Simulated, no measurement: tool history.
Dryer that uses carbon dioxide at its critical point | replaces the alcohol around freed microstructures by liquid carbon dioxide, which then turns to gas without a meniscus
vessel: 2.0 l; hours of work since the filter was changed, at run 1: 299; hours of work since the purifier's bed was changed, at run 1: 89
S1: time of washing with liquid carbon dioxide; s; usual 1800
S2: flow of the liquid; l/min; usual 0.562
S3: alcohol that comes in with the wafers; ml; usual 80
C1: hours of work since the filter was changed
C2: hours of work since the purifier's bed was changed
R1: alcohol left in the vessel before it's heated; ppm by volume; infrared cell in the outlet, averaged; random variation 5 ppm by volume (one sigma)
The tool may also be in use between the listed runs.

run  hour    S1     S2  S3   C1   C2   R1
  1     0  1800  0.562  80  299   89   42
  2  11.4  1800  0.562  80  304   93   57
  3  19.6  1200  0.562  80  307   96  438
  4  30.3  1200  0.562  80  312  101  435
  5  42.4  1200  0.562  80  316  106  434
  6    48  1200  0.562  80  319  108  450
  7  58.2  1380  0.562  80  323  112  223
  8    71  1800  0.562  70  328  117   48
  9  84.1  1680  0.687  67  333  122   35
 10  91.6  1380  0.704  80  336  125   69

3 ways to go on from here, each from the tool as it stands after run 10. What would each give?
  A  97.5  1380  0.704  23  338  128   ?
  B  97.5  1140  0.562  80  338  128   ?
  C  97.5  2880  0.626  73  338  128   ?

run   R1
  A   40
  B  546
  C   11
Without the tool's hidden state the same runs would have given:
run   R1
  A   20
  B  343
  C    0
